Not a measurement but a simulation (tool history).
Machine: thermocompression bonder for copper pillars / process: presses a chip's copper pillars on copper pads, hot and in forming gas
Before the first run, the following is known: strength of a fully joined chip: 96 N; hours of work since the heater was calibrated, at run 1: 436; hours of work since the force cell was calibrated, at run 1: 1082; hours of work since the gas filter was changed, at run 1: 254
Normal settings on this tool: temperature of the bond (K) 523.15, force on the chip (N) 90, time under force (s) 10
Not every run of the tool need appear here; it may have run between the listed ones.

run,hour,temperature of the bond (K),force on the chip (N),time under force (s),hours of work since the heater was calibrated,hours of work since the force cell was calibrated,hours of work since the gas filter was changed,force that shears a chip off (N)
1,0.0,523.15,90,10,436,1082,254,63.0
2,15.1,524.15,90,10,446,1092,264,63.2
3,30.9,524.15,90,10,457,1103,274,63.3
4,38.7,523.15,90,10,462,1108,280,62.5
5,54.9,523.15,90,10,473,1119,290,62.3
6,68.0,523.15,90,10,482,1128,299,61.7
7,84.2,523.15,90,10,493,1138,310,62.3
8,91.6,523.15,130,10,497,1143,315,69.5
# hour 103.2: force cell calibrated
9,103.9,523.15,130,10,505,1,322,70.4
10,121.0,529.15,90,10,516,12,333,66.7
11,134.4,529.15,90,10,525,21,342,66.1
12,151.7,523.15,90,10,536,32,354,63.2
13,167.9,523.15,90,10,547,43,365,63.5
14,183.1,523.15,90,10,557,53,375,62.5
15,196.8,523.15,59,10,567,62,384,55.1
16,204.7,523.15,90,10,572,68,389,62.0
# hour 214.4: forming gas filter changed
17,214.9,523.15,90,10,578,74,0,70.2
18,225.3,523.15,90,10,585,81,7,70.0
19,239.8,523.15,55,10,595,91,17,59.9
20,253.9,523.15,55,10,604,100,26,58.7
21,265.7,539.15,106,19,612,108,34,87.5
22,275.0,523.15,87,9,618,114,40,67.5
23,284.0,523.15,87,9,624,120,46,66.8
# hour 286.8: heater calibrated with a thermocouple chip
24,301.7,523.15,71,17,10,131,57,73.8
25,310.7,523.15,71,17,16,137,63,74.6
26,322.7,523.15,71,17,24,145,71,74.1
27,339.0,523.15,71,17,35,155,82,73.8
# hour 343.1: heater calibrated with a thermocouple chip, once more
28,356.5,543.15,69,5,9,166,92,60.8
29,364.5,523.15,62,21,14,171,97,70.2
30,376.6,523.15,107,5,22,179,105,57.4
31,387.6,523.15,90,27,30,187,113,80.2
32,401.8,523.15,68,20,39,196,122,70.2
33,418.5,499.15,94,5,50,207,133,38.9
34,429.9,499.15,94,5,58,215,141,38.8
35,441.5,499.15,94,5,66,222,149,39.3
36,451.4,499.15,94,5,72,229,155,39.0
37,460.8,540.15,123,14,78,235,162,82.7
38,477.4,542.15,104,13,89,246,173,81.0
39,492.9,503.15,108,6,100,257,183,46.6
40,506.2,503.15,108,6,109,266,192,45.8

Describe how what the log doesn't record of the tool's condition differs between the last listed run preceding each entry between runs and the first listed run following it.
Runs 8 to 9: force cell calibrated (hour 103.2)
  force that reaches the chip, % of what is set: 91.2 -> 99.8; oxide that the forming gas leaves, % of the face: 9.26 -> 9.45
  what was measured, less what the result would be without the hidden state, force that shears a chip off (N): -6.6 -> -5.2
Runs 16 to 17: forming gas filter changed (hour 214.4)
  true temperature of the bond over the reading, C: 3.4 -> 3.5; force that reaches the chip, % of what is set: 99.3 -> 99.2; oxide that the forming gas leaves, % of the face: 11.28 -> 0.59
  what was measured, less what the result would be without the hidden state, force that shears a chip off (N): -5.5 -> +2.1
Runs 23 to 24: heater calibrated with a thermocouple chip (hour 286.8)
  true temperature of the bond over the reading, C: 3.7 -> 5.8; force that reaches the chip, % of what is set: 98.9 -> 98.8; oxide that the forming gas leaves, % of the face: 1.85 -> 2.13
  what was measured, less what the result would be without the hidden state, force that shears a chip off (N): +1.3 -> +2.1
Runs 27 to 28: heater calibrated with a thermocouple chip, once more (hour 343.1)
  true temperature of the bond over the reading, C: 5.9 -> -0.1; force that reaches the chip, % of what is set: 98.6 -> 98.5; oxide that the forming gas leaves, % of the face: 2.79 -> 3.05
  what was measured, less what the result would be without the hidden state, force that shears a chip off (N): +1.6 -> -2.0
